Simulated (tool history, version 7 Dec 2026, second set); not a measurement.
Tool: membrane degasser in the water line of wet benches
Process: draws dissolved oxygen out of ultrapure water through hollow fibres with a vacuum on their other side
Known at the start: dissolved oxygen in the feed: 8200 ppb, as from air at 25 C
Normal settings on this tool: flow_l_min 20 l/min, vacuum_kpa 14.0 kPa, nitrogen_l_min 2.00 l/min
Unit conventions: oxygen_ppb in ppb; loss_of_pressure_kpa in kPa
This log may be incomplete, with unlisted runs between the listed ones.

run   hour  flow_l_min  vacuum_kpa  nitrogen_l_min  oxygen_ppb  loss_of_pressure_kpa
  1    0.0          20        14.0            2.00       362.9                 63.85
  2   49.1          20        22.1            2.00       537.2                 64.11
  3   91.0          20        22.1            2.00       543.0                 63.48
  4  116.4          20        22.1            2.00       544.0                 64.01
  5  167.9          20        14.0            2.00       373.3                 63.72
  6  212.4          13        14.0            2.00       228.4                 41.38
  7  240.1          13        14.0            2.00       224.4                 41.55
  8  265.4          13        14.0            2.00       228.9                 41.62
  9  290.5          13        14.0            2.00       231.7                 41.35
 10  323.4          13        14.0            2.00       227.0                 41.46
 11  356.8          13        14.0            2.00       231.9                 41.46
 12  379.8          28        26.3            5.54       463.3                 89.24
 13  433.7          28        26.3            5.54       461.5                 89.36
     437.3  -- vacuum gauge calibrated
 14  460.6          13        12.3            2.85       161.3                 41.39
 15  485.5          20        27.4            2.00       655.8                 63.72
     514.2  -- seals of the vacuum lines changed
 16  539.6          20        27.4            2.00       652.6                 63.41
     561.5  -- vacuum gauge calibrated, once more
 17  577.4          20        27.4            2.00       643.1                 64.21
 18  601.2          20        23.1            0.88      1004.7                 63.79
 19  624.3          20        23.1            0.88       993.5                 64.44
 20  672.0          20        23.1            0.88       991.1                 64.27

Below are 4 alternative next runs, each starting from the tool's condition after run 20. Predict each:
  A  713.0          14         9.1            4.04           ?                     ?
  B  713.0          26        18.4            2.00           ?                     ?
  C  713.0          17        12.4            2.00           ?                     ?
  D  713.0          13         9.8            1.12           ?                     ?

run  oxygen_ppb  loss_of_pressure_kpa
  A       114.3                 44.67
  B       603.2                 83.30
  C       267.3                 54.53
  D       233.3                 41.48
With the hidden condition removed and each run's random variation left untouched, the same runs would have given:
run  oxygen_ppb  loss_of_pressure_kpa
  A       112.1                 44.35
  B       598.9                 82.70
  C       264.6                 54.13
  D       231.5                 41.18
